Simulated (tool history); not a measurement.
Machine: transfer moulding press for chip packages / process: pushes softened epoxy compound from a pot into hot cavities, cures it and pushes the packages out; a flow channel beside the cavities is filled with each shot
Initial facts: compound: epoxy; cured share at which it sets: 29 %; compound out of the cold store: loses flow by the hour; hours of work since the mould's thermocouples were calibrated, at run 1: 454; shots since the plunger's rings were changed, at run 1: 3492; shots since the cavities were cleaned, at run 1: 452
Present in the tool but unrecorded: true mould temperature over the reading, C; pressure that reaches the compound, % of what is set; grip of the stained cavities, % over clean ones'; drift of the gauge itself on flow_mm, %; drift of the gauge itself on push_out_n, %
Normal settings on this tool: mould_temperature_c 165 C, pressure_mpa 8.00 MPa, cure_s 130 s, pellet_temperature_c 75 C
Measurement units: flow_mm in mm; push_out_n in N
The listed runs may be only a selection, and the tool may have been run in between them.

run	day	mould_temperature_c	pressure_mpa	cure_s	pellet_temperature_c	hours of work since the mould's thermocouples were calibrated	shots since the plunger's rings were changed	shots since the cavities were cleaned	incoming compound's hours out of the cold store	flow_mm	push_out_n
1	0.000	165	8.00	130	75	454	3492	452	44.6	687	660
2	0.721	165	8.00	130	75	463	3620	580	35.3	715	723
# day 1.404: cavities cleaned with cleaning compound and waxed
3	1.429	165	8.00	130	75	472	3734	5	33.3	725	475
4	2.017	165	8.00	130	75	479	3838	109	29.1	738	520
5	2.929	165	8.00	167	75	491	3999	270	25.9	745	540
6	3.704	165	8.00	167	75	501	4136	407	37.8	705	589
7	4.571	165	8.00	167	75	512	4289	560	36.7	709	612
# day 5.000: plunger's sealing rings changed
# day 5.521: cavities cleaned with cleaning compound and waxed
8	5.671	165	8.00	167	75	524	107	26	25.0	772	425
9	6.179	165	8.00	167	75	530	197	116	20.4	788	492
10	6.783	165	8.00	130	78	538	304	223	8.0	837	632
11	7.512	165	8.00	130	78	547	432	351	24.4	770	661
12	8.350	165	8.00	130	78	558	580	499	28.6	756	703
13	9.350	161	8.77	130	75	571	757	676	39.2	762	909
# day 9.500: cavities cleaned with cleaning compound and waxed
14	10.358	161	8.77	130	75	583	924	152	39.1	759	700
15	11.162	161	8.77	130	75	593	1067	295	28.1	801	789
16	11.675	172	6.87	130	75	600	1157	385	46.2	622	565
17	12.467	172	6.87	130	75	610	1297	525	30.2	669	596
18	13.254	172	6.87	130	75	620	1436	664	11.7	734	622
# day 13.479: cavities cleaned with cleaning compound and waxed
19	14.067	172	6.87	130	75	630	1569	104	36.4	648	448
20	14.671	172	6.87	130	75	638	1675	210	29.4	671	511
21	15.488	172	6.87	130	75	648	1820	355	44.1	626	576

Each row is a separate what-if for the run after 21, all from the same tool condition, not one after another. Results?
A	16.000	172	7.23	118	84	655	1910	445	18.8	?	?
B	16.000	165	8.00	146	75	655	1910	445	39.1	?	?
C	16.000	165	8.75	130	75	655	1910	445	31.6	?	?

run	flow_mm	push_out_n
A	722	584
B	712	601
C	770	632
What these runs would have given with no unlogged condition in the tool:
run	flow_mm	push_out_n
A	736	415
B	726	431
C	786	469

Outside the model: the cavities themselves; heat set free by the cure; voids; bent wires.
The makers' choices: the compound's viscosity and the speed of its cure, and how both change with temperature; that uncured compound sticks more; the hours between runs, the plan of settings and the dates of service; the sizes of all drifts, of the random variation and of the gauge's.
